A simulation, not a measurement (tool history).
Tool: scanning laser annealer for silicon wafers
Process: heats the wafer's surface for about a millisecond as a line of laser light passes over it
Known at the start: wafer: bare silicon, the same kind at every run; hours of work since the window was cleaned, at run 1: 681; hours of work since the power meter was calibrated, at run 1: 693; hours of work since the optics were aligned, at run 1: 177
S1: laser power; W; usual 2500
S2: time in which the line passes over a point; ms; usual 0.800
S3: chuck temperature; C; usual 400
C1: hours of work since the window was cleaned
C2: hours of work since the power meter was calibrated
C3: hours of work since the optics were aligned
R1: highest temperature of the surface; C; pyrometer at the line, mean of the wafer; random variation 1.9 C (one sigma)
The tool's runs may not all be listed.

{"run": 1, "hour": 0.0, "S1": 2500, "S2": 0.8, "S3": 400, "C1": 681, "C2": 693, "C3": 177, "R1": 1114}
{"run": 2, "hour": 55.4, "S1": 2500, "S2": 0.8, "S3": 438, "C1": 723, "C2": 736, "C3": 219, "R1": 1148}
{"run": 3, "hour": 93.0, "S1": 2500, "S2": 0.8, "S3": 400, "C1": 751, "C2": 764, "C3": 248, "R1": 1108}
{"run": 4, "hour": 139.6, "S1": 2500, "S2": 0.589, "S3": 400, "C1": 787, "C2": 800, "C3": 283, "R1": 993}
{"run": 5, "hour": 182.1, "S1": 2500, "S2": 0.8, "S3": 403, "C1": 819, "C2": 832, "C3": 315, "R1": 1111}
{"run": 6, "hour": 236.4, "S1": 2500, "S2": 0.566, "S3": 403, "C1": 860, "C2": 873, "C3": 357, "R1": 984}
{"hour": 261.7, "done": "window over the wafer cleaned"}
{"run": 7, "hour": 285.2, "S1": 2500, "S2": 0.8, "S3": 400, "C1": 18, "C2": 909, "C3": 392, "R1": 1127}
{"run": 8, "hour": 345.0, "S1": 2500, "S2": 0.8, "S3": 400, "C1": 63, "C2": 954, "C3": 438, "R1": 1121}
{"run": 9, "hour": 401.5, "S1": 2500, "S2": 0.8, "S3": 400, "C1": 106, "C2": 997, "C3": 481, "R1": 1121}
{"run": 10, "hour": 453.9, "S1": 2500, "S2": 0.8, "S3": 400, "C1": 146, "C2": 1037, "C3": 520, "R1": 1122}
{"run": 11, "hour": 508.2, "S1": 2656, "S2": 0.8, "S3": 404, "C1": 187, "C2": 1078, "C3": 562, "R1": 1172}
{"hour": 515.2, "done": "laser's power meter calibrated"}
{"run": 12, "hour": 537.7, "S1": 2384, "S2": 0.701, "S3": 384, "C1": 208, "C2": 17, "C3": 582, "R1": 1013}
{"run": 13, "hour": 591.6, "S1": 2319, "S2": 0.701, "S3": 390, "C1": 249, "C2": 58, "C3": 623, "R1": 1002}
{"run": 14, "hour": 634.5, "S1": 2319, "S2": 0.701, "S3": 390, "C1": 281, "C2": 91, "C3": 655, "R1": 997}
{"run": 15, "hour": 669.0, "S1": 2319, "S2": 0.701, "S3": 372, "C1": 307, "C2": 117, "C3": 682, "R1": 980}
{"run": 16, "hour": 714.9, "S1": 2459, "S2": 0.585, "S3": 372, "C1": 342, "C2": 152, "C3": 717, "R1": 954}
{"hour": 735.0, "done": "optics aligned, line set to its width"}
{"run": 17, "hour": 780.4, "S1": 2459, "S2": 0.585, "S3": 372, "C1": 388, "C2": 198, "C3": 35, "R1": 966}
{"run": 18, "hour": 836.2, "S1": 2125, "S2": 0.8, "S3": 400, "C1": 431, "C2": 240, "C3": 77, "R1": 996}
{"hour": 873.6, "done": "laser's power meter calibrated, once more"}
{"run": 19, "hour": 890.7, "S1": 2500, "S2": 0.716, "S3": 400, "C1": 470, "C2": 13, "C3": 116, "R1": 1074}
{"run": 20, "hour": 928.7, "S1": 2748, "S2": 0.692, "S3": 364, "C1": 499, "C2": 42, "C3": 145, "R1": 1097}

Hidden state or all else? Some run-to-run changes of R1, split into what the settings, what came in and random variation would give without the hidden state, and what is left for the hidden state (with any gauge scatter that isn't in both results):
The hidden state here: light that passes the window, % of a clean one's; laser's true power over the reading, %; width of the line over the set one, %; drift of the gauge itself on peak_c, C.
Run 4 -> 5: S2 0.589 -> 0.800, S3 400 -> 403. R1 +118 C: hidden state -5, all else +123.
Run 6 -> 7: S2 0.566 -> 0.800, S3 403 -> 400, window over the wafer cleaned. R1 +143 C: hidden state +14, all else +129.
Run 11 -> 12: S1 2656 -> 2384, S2 0.800 -> 0.701, S3 404 -> 384, laser's power meter calibrated. R1 -159 C: hidden state +2, all else -161.
